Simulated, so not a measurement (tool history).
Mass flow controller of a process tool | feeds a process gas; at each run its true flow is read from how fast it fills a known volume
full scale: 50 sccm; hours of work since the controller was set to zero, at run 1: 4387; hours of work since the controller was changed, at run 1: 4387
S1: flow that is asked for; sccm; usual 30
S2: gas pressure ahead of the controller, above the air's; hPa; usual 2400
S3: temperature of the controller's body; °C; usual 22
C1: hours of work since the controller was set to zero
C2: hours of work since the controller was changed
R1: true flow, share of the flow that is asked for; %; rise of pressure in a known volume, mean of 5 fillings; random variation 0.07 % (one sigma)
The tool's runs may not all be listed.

run,hour,S1,S2,S3,C1,C2,R1
1,0.0,30,2400,22,4387,4387,99.00
2,201.1,30,2400,31,4506,4506,99.69
3,389.0,30,2400,29,4618,4618,99.72
4,798.6,30,2400,22,4861,4861,98.98
5,1203.5,30,2400,22,5101,5101,98.98
6,1622.7,30,2400,22,5350,5350,98.98
7,1931.7,30,2010,22,5533,5533,98.90
8,2272.7,30,2010,22,5735,5735,98.88
9,2520.3,30,2400,27,5882,5882,99.43
10,2851.1,30,2400,27,6079,6079,99.49
11,3116.0,30,1470,27,6236,6236,99.10
12,3463.0,30,2400,22,6442,6442,98.99
13,3786.1,30,2400,22,6633,6633,98.93
14,4168.7,30,2400,22,6860,6860,98.90
15,4561.6,30,2400,22,7094,7094,99.02
16,4986.8,13,2400,22,7346,7346,98.36
17,5363.5,30,2400,29,7570,7570,99.72
18,5586.7,8,1630,40,7702,7702,99.41
19,5892.5,30,1970,28,7883,7883,99.41
20,6259.9,30,1970,28,8101,8101,99.45
21,6540.3,30,1970,28,8268,8268,99.35
# hour 6614.1: controller's zero set anew
22,6954.2,30,1970,28,202,8513,99.50
23,7274.5,47,1920,22,392,8703,99.71
24,7554.2,8,2560,31,558,8869,98.88
25,7925.6,14,2310,30,778,9090,98.92
26,8218.3,14,2310,30,952,9263,99.07
27,8604.3,14,2310,30,1181,9492,98.92
28,8953.1,14,2310,30,1388,9699,98.99
29,9203.0,10,2400,26,1536,9848,98.55
30,9456.1,10,2400,26,1687,9998,98.44
# hour 9495.0: controller exchanged for a calibrated one
31,9878.1,10,2400,26,227,227,98.50
32,10287.9,5,2400,31,471,471,98.72
33,10597.9,5,2400,31,655,655,98.81

5 ways to go on from here, each from the tool as it stands after run 33. What would each give?
A,10868.3,5,2400,36,815,815,?
B,10868.3,30,2400,37,815,815,?
C,10868.3,30,2400,20,815,815,?
D,10868.3,34,2420,25,815,815,?
E,10868.3,13,1810,26,815,815,?

run,R1
A,99.27
B,100.24
C,98.95
D,99.51
E,98.46
Without the tool's hidden state the same runs would have given:
run,R1
A,99.26
B,100.24
C,98.94
D,99.51
E,98.46

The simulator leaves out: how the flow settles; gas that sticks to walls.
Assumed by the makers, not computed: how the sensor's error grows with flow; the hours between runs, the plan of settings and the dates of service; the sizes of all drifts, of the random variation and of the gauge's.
